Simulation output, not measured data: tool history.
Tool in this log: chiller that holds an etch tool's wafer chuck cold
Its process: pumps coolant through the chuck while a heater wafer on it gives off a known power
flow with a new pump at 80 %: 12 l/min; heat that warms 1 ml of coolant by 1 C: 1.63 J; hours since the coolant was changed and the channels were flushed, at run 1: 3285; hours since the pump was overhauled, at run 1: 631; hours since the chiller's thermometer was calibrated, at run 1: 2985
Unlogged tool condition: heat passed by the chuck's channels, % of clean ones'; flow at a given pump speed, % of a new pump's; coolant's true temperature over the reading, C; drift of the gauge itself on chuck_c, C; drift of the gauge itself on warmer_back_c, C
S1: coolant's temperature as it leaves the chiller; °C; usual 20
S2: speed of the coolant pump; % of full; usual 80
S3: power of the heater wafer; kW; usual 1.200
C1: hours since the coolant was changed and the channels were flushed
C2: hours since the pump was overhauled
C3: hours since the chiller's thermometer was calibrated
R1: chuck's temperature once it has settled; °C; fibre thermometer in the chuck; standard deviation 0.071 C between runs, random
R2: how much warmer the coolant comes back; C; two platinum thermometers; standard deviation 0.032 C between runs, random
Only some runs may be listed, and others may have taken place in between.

{"run": 1, "hour": 0.0, "S1": 20, "S2": 80, "S3": 1.2, "C1": 3285, "C2": 631, "C3": 2985, "R1": 29.37, "R2": 3.7}
{"run": 2, "hour": 21.2, "S1": 20, "S2": 80, "S3": 1.2, "C1": 3306, "C2": 652, "C3": 3006, "R1": 29.31, "R2": 3.71}
{"run": 3, "hour": 57.9, "S1": 25, "S2": 80, "S3": 1.2, "C1": 3343, "C2": 688, "C3": 3043, "R1": 34.31, "R2": 3.72}
{"run": 4, "hour": 101.4, "S1": 25, "S2": 80, "S3": 1.2, "C1": 3386, "C2": 732, "C3": 3086, "R1": 34.22, "R2": 3.68}
{"run": 5, "hour": 128.8, "S1": 25, "S2": 80, "S3": 1.2, "C1": 3414, "C2": 759, "C3": 3114, "R1": 34.3, "R2": 3.7}
{"run": 6, "hour": 153.5, "S1": 20, "S2": 80, "S3": 1.2, "C1": 3438, "C2": 784, "C3": 3138, "R1": 29.3, "R2": 3.72}
{"run": 7, "hour": 179.8, "S1": 20, "S2": 99, "S3": 1.2, "C1": 3465, "C2": 810, "C3": 3165, "R1": 28.3, "R2": 3.03}
{"run": 8, "hour": 198.2, "S1": 20, "S2": 99, "S3": 0.797, "C1": 3483, "C2": 829, "C3": 3183, "R1": 25.32, "R2": 2.01}
{"run": 9, "hour": 236.1, "S1": 20, "S2": 99, "S3": 1.75, "C1": 3521, "C2": 867, "C3": 3221, "R1": 32.34, "R2": 4.41}
{"run": 10, "hour": 278.3, "S1": 20, "S2": 99, "S3": 1.75, "C1": 3563, "C2": 909, "C3": 3263, "R1": 32.32, "R2": 4.37}
{"run": 11, "hour": 300.1, "S1": 20, "S2": 99, "S3": 1.75, "C1": 3585, "C2": 931, "C3": 3285, "R1": 32.41, "R2": 4.41}
{"run": 12, "hour": 324.1, "S1": 20, "S2": 99, "S3": 1.75, "C1": 3609, "C2": 955, "C3": 3309, "R1": 32.23, "R2": 4.41}
{"run": 13, "hour": 349.2, "S1": 24, "S2": 99, "S3": 1.75, "C1": 3634, "C2": 980, "C3": 3334, "R1": 36.36, "R2": 4.4}
{"run": 14, "hour": 378.3, "S1": 20, "S2": 80, "S3": 1.2, "C1": 3663, "C2": 1009, "C3": 3363, "R1": 29.55, "R2": 3.76}
{"run": 15, "hour": 413.7, "S1": 20, "S2": 80, "S3": 1.2, "C1": 3699, "C2": 1044, "C3": 3399, "R1": 29.36, "R2": 3.68}
{"run": 16, "hour": 437.1, "S1": 20, "S2": 80, "S3": 1.712, "C1": 3722, "C2": 1068, "C3": 3422, "R1": 33.64, "R2": 5.33}
{"run": 17, "hour": 461.4, "S1": 22, "S2": 95, "S3": 1.2, "C1": 3746, "C2": 1092, "C3": 3446, "R1": 30.46, "R2": 3.11}

What will run 18 give?
{"run": 18, "hour": 489.2, "S1": 22, "S2": 95, "S3": 1.2, "C1": 3774, "C2": 1120, "C3": 3474, "R1": "?", "R2": "?"}

{"run 18": {"R1": 30.49, "R2": 3.03}}
If the tool had no hidden condition, the same run with the same run-to-run variation would have returned R1 30.34 °C, R2 2.99 C.

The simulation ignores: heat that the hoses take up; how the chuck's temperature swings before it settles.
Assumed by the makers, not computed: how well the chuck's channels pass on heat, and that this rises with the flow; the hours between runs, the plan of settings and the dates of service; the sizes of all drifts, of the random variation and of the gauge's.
